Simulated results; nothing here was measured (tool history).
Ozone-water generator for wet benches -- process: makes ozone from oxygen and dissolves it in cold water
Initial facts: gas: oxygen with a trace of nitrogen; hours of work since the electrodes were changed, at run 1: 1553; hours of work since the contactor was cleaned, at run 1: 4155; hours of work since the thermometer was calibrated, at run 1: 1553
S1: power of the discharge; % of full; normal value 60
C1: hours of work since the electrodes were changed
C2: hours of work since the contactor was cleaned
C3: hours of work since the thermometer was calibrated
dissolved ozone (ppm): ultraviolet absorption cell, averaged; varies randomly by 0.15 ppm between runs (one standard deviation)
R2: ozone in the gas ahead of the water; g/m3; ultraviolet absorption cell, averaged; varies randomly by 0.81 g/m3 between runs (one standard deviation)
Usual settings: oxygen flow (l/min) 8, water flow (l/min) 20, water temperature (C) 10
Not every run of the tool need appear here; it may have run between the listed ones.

run 1 hour=0 | S1=60 oxygen_flow_(l/min)=8 water_flow_(l/min)=20 water_temperature_(C)=10 | C1=1553 C2=4155 C3=1553 | dissolved_ozone_(ppm)=17.2 R2=124.8
run 2 hour=176.3 | S1=60 oxygen_flow_(l/min)=8 water_flow_(l/min)=20 water_temperature_(C)=10 | C1=1727 C2=4329 C3=1727 | dissolved_ozone_(ppm)=17 R2=124.4
run 3 hour=303.7 | S1=60 oxygen_flow_(l/min)=8 water_flow_(l/min)=20 water_temperature_(C)=5 | C1=1853 C2=4456 C3=1853 | dissolved_ozone_(ppm)=18.4 R2=122.5
run 4 hour=471.8 | S1=60 oxygen_flow_(l/min)=8 water_flow_(l/min)=20 water_temperature_(C)=5 | C1=2020 C2=4622 C3=2020 | dissolved_ozone_(ppm)=18.1 R2=122.4
run 5 hour=588.6 | S1=60 oxygen_flow_(l/min)=8 water_flow_(l/min)=20 water_temperature_(C)=10 | C1=2135 C2=4737 C3=2135 | dissolved_ozone_(ppm)=16.9 R2=122.2
run 6 hour=777.6 | S1=60 oxygen_flow_(l/min)=8 water_flow_(l/min)=20 water_temperature_(C)=10 | C1=2322 C2=4924 C3=2322 | dissolved_ozone_(ppm)=16.6 R2=122.1
run 7 hour=883.4 | S1=60 oxygen_flow_(l/min)=8 water_flow_(l/min)=20 water_temperature_(C)=10 | C1=2426 C2=5029 C3=2426 | dissolved_ozone_(ppm)=16.5 R2=122.1
run 8 hour=1040.5 | S1=60 oxygen_flow_(l/min)=8 water_flow_(l/min)=20 water_temperature_(C)=10 | C1=2582 C2=5184 C3=2582 | dissolved_ozone_(ppm)=16.6 R2=121.1
run 9 hour=1136.3 | S1=60 oxygen_flow_(l/min)=8 water_flow_(l/min)=20 water_temperature_(C)=10 | C1=2677 C2=5279 C3=2677 | dissolved_ozone_(ppm)=16.3 R2=121.9
run 10 hour=1282.2 | S1=60 oxygen_flow_(l/min)=8 water_flow_(l/min)=20 water_temperature_(C)=10 | C1=2821 C2=5423 C3=2821 | dissolved_ozone_(ppm)=16.6 R2=122
run 11 hour=1374.4 | S1=60 oxygen_flow_(l/min)=8 water_flow_(l/min)=20 water_temperature_(C)=10 | C1=2912 C2=5514 C3=2912 | dissolved_ozone_(ppm)=16.4 R2=120.8
run 12 hour=1543.6 | S1=60 oxygen_flow_(l/min)=8 water_flow_(l/min)=20 water_temperature_(C)=10 | C1=3079 C2=5682 C3=3079 | dissolved_ozone_(ppm)=16.4 R2=121.1
run 13 hour=1667.3 | S1=60 oxygen_flow_(l/min)=8 water_flow_(l/min)=20 water_temperature_(C)=10 | C1=3202 C2=5804 C3=3202 | dissolved_ozone_(ppm)=16.5 R2=120
run 14 hour=1786.8 | S1=60 oxygen_flow_(l/min)=8 water_flow_(l/min)=22 water_temperature_(C)=10 | C1=3320 C2=5922 C3=3320 | dissolved_ozone_(ppm)=15 R2=119
run 15 hour=1941.5 | S1=60 oxygen_flow_(l/min)=8 water_flow_(l/min)=22 water_temperature_(C)=10 | C1=3473 C2=6075 C3=3473 | dissolved_ozone_(ppm)=14.6 R2=119.2
-- hour=1960.6 contactor cleaned
run 16 hour=2086.5 | S1=60 oxygen_flow_(l/min)=8 water_flow_(l/min)=22 water_temperature_(C)=10 | C1=3612 C2=124 C3=3612 | dissolved_ozone_(ppm)=14.3 R2=118.6
run 17 hour=2253.4 | S1=96 oxygen_flow_(l/min)=6.99 water_flow_(l/min)=22 water_temperature_(C)=12 | C1=3777 C2=289 C3=3777 | dissolved_ozone_(ppm)=18.3 R2=168.4
-- hour=2359.1 water thermometer calibrated
run 18 hour=2419.4 | S1=44 oxygen_flow_(l/min)=6.99 water_flow_(l/min)=22 water_temperature_(C)=12 | C1=3941 C2=453 C3=60 | dissolved_ozone_(ppm)=11.5 R2=104.6
run 19 hour=2597.4 | S1=74 oxygen_flow_(l/min)=8 water_flow_(l/min)=20 water_temperature_(C)=16 | C1=4117 C2=629 C3=236 | dissolved_ozone_(ppm)=16.1 R2=132.7
run 20 hour=2788.8 | S1=95 oxygen_flow_(l/min)=10.7 water_flow_(l/min)=12 water_temperature_(C)=14 | C1=4306 C2=818 C3=425 | dissolved_ozone_(ppm)=27.4 R2=134.4
run 21 hour=2948.7 | S1=74 oxygen_flow_(l/min)=8.08 water_flow_(l/min)=20 water_temperature_(C)=14 | C1=4464 C2=977 C3=583 | dissolved_ozone_(ppm)=16.4 R2=131.9
run 22 hour=3044.7 | S1=89 oxygen_flow_(l/min)=4.45 water_flow_(l/min)=14 water_temperature_(C)=13 | C1=4559 C2=1071 C3=678 | dissolved_ozone_(ppm)=25.1 R2=194
-- hour=3076.7 contactor cleaned, once more
run 23 hour=3213 | S1=60 oxygen_flow_(l/min)=4.99 water_flow_(l/min)=26 water_temperature_(C)=7 | C1=4722 C2=135 C3=840 | dissolved_ozone_(ppm)=12.2 R2=146.3
run 24 hour=3325 | S1=60 oxygen_flow_(l/min)=4.99 water_flow_(l/min)=26 water_temperature_(C)=7 | C1=4833 C2=246 C3=951 | dissolved_ozone_(ppm)=12.1 R2=145.7
run 25 hour=3485.4 | S1=55 oxygen_flow_(l/min)=4.99 water_flow_(l/min)=26 water_temperature_(C)=13 | C1=4991 C2=404 C3=1110 | dissolved_ozone_(ppm)=10.7 R2=138.6
run 26 hour=3574.7 | S1=55 oxygen_flow_(l/min)=4.99 water_flow_(l/min)=26 water_temperature_(C)=13 | C1=5079 C2=492 C3=1198 | dissolved_ozone_(ppm)=10.8 R2=137.3
run 27 hour=3712.7 | S1=60 oxygen_flow_(l/min)=8.64 water_flow_(l/min)=17 water_temperature_(C)=11 | C1=5216 C2=629 C3=1335 | dissolved_ozone_(ppm)=17.7 R2=111.3
run 28 hour=3857.1 | S1=99 oxygen_flow_(l/min)=6.63 water_flow_(l/min)=28 water_temperature_(C)=5 | C1=5359 C2=772 C3=1477 | dissolved_ozone_(ppm)=15.9 R2=167.9
run 29 hour=3938.3 | S1=60 oxygen_flow_(l/min)=6.51 water_flow_(l/min)=19 water_temperature_(C)=5 | C1=5439 C2=852 C3=1558 | dissolved_ozone_(ppm)=18 R2=125.6
run 30 hour=4099.6 | S1=60 oxygen_flow_(l/min)=6.51 water_flow_(l/min)=19 water_temperature_(C)=5 | C1=5599 C2=1011 C3=1717 | dissolved_ozone_(ppm)=17.6 R2=124.7
run 31 hour=4216.8 | S1=60 oxygen_flow_(l/min)=8 water_flow_(l/min)=26 water_temperature_(C)=9 | C1=5715 C2=1127 C3=1833 | dissolved_ozone_(ppm)=12.6 R2=113.2
run 32 hour=4376.8 | S1=79 oxygen_flow_(l/min)=6.17 water_flow_(l/min)=14 water_temperature_(C)=13 | C1=5873 C2=1286 C3=1991 | dissolved_ozone_(ppm)=23.9 R2=150.7

Each run again, without the hidden state but with its own random variation kept:
Hidden conditions of the tool in this case: yield of the discharge, % of new electrodes'; contactor's efficiency, % of a clean one's; true water temperature over the reading, C; drift of the gauge itself on ozone_ppm, %; drift of the gauge itself on gas_g_m3, %.
run=1 dissolved_ozone_(ppm)=18.3 R2=129.1
run=2 dissolved_ozone_(ppm)=18.2 R2=129.2
run=3 dissolved_ozone_(ppm)=19.8 R2=127.5
run=4 dissolved_ozone_(ppm)=19.6 R2=127.9
run=5 dissolved_ozone_(ppm)=18.3 R2=128
run=6 dissolved_ozone_(ppm)=18 R2=128.4
run=7 dissolved_ozone_(ppm)=18.1 R2=128.6
run=8 dissolved_ozone_(ppm)=18.2 R2=128.1
run=9 dissolved_ozone_(ppm)=17.9 R2=129.2
run=10 dissolved_ozone_(ppm)=18.3 R2=129.6
run=11 dissolved_ozone_(ppm)=18.2 R2=128.6
run=12 dissolved_ozone_(ppm)=18.2 R2=129.4
run=13 dissolved_ozone_(ppm)=18.3 R2=128.5
run=14 dissolved_ozone_(ppm)=16.9 R2=127.7
run=15 dissolved_ozone_(ppm)=16.4 R2=128.5
run=16 dissolved_ozone_(ppm)=16.6 R2=128.2
run=17 dissolved_ozone_(ppm)=21.9 R2=187.7
run=18 dissolved_ozone_(ppm)=13.1 R2=111.8
run=19 dissolved_ozone_(ppm)=18.9 R2=146.9
run=20 dissolved_ozone_(ppm)=32.4 R2=151.9
run=21 dissolved_ozone_(ppm)=19.5 R2=147.2
run=22 dissolved_ozone_(ppm)=30.1 R2=219.8
run=23 dissolved_ozone_(ppm)=13.6 R2=161.9
run=24 dissolved_ozone_(ppm)=13.5 R2=161.7
run=25 dissolved_ozone_(ppm)=11.9 R2=153.4
run=26 dissolved_ozone_(ppm)=12.1 R2=152.4
run=27 dissolved_ozone_(ppm)=20.1 R2=124.6
run=28 dissolved_ozone_(ppm)=18.8 R2=196.4
run=29 dissolved_ozone_(ppm)=20.4 R2=141.5
run=30 dissolved_ozone_(ppm)=20.1 R2=141
run=31 dissolved_ozone_(ppm)=14.4 R2=128.4
run=32 dissolved_ozone_(ppm)=28.1 R2=175.5
